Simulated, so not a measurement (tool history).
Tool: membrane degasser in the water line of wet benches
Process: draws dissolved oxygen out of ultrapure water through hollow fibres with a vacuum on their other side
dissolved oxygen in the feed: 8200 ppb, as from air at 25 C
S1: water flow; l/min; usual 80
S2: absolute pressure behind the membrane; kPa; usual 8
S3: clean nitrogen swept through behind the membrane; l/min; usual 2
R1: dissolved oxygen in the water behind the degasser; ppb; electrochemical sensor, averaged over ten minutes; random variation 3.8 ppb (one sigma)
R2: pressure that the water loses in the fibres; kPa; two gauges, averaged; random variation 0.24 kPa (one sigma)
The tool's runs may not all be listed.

run	hour	S1	S2	S3	R1	R2
1	0	80	8	2	388.4	64.36
2	180.7	80	8	2	387.5	64.27
3	466.4	103	8	2	488.5	83.45
4	682.3	80	8.25	2	410.9	64.48
5	867.9	80	8.25	2	403.6	64.98
6	1124.3	80	8.25	2	410.9	65.38
7	1314.7	80	8.25	2	416.8	64.99
8	1515.9	80	8.25	2	407.9	65
9	1645.4	80	8.25	2	408.8	65.23
10	1770.1	80	8.25	2	407.3	65.1
11	2039.4	80	6.29	2	270.6	65.61
12	2306	80	6.29	2	270.5	65.07
13	2477.6	80	6.29	2	272.5	65.05
14	2755.2	80	6.29	2	274.3	65.08
15	2900.2	80	6.29	1.3	373.7	65.82
16	3086.7	80	12.69	2	740.7	66.08
17	3222.2	80	12.69	2	735.9	66.03
18	3495.4	53	8	2	287.1	43.33
19	3654.6	53	7.28	2	250.2	43.69
20	3811.4	106	16.14	2	1215.2	87.29
21	4099.7	91	5.88	3.05	209.4	74.62
22	4316.5	91	5.88	3.05	208.8	75.28
# hour 4412: vacuum gauge calibrated
23	4534.5	91	5.88	3.05	187.4	75.68
24	4739	91	5.88	3.05	188.6	75.19
25	4929.7	50	5.61	3.55	82.8	41.89
26	5165.5	50	5.61	3.55	82	41.69
27	5370.2	107	5.61	1.49	325.4	88.78
28	5592.8	107	5.61	1.49	337.9	89.12
29	5753	80	10.48	4.16	325.4	67.09
30	5930.5	110	18.99	1.4	1783.7	91.95
31	6057.1	110	6.11	1.4	425.8	92.25
32	6352.6	89	11.8	1.4	926.1	74.97
33	6541.3	74	11.8	1.41	814.7	62.13

The same runs without the tool's hidden state, with the same run-to-run variation:
The hidden state here: membrane still open, %; true pressure behind the membrane over the reading, kPa; air that leaks in behind the membrane, l/min; drift of the gauge itself on oxygen_ppb, %; drift of the gauge itself on loss_of_pressure_kpa, %.
run	R1	R2
1	382.8	62.86
2	380.8	62.69
3	476.8	81.25
4	401.2	62.68
5	393	63.1
6	398.7	63.38
7	403.3	62.93
8	393.6	62.84
9	393.7	63.01
10	391.6	62.83
11	252.4	63.2
12	250.9	62.56
13	251.8	62.47
14	251.9	62.37
15	343.6	63.05
16	718.2	63.22
17	712.7	63.09
18	268.7	41.3
19	231.1	41.62
20	1182.8	83.05
21	181.9	70.84
22	180.4	71.38
23	181.6	71.66
24	181.7	71.09
25	80.6	39.57
26	79.3	39.31
27	310.8	83.54
28	320.6	83.76
29	315.8	62.98
30	1771.8	86.21
31	403.3	86.41
32	910.7	70.07
33	800.5	58
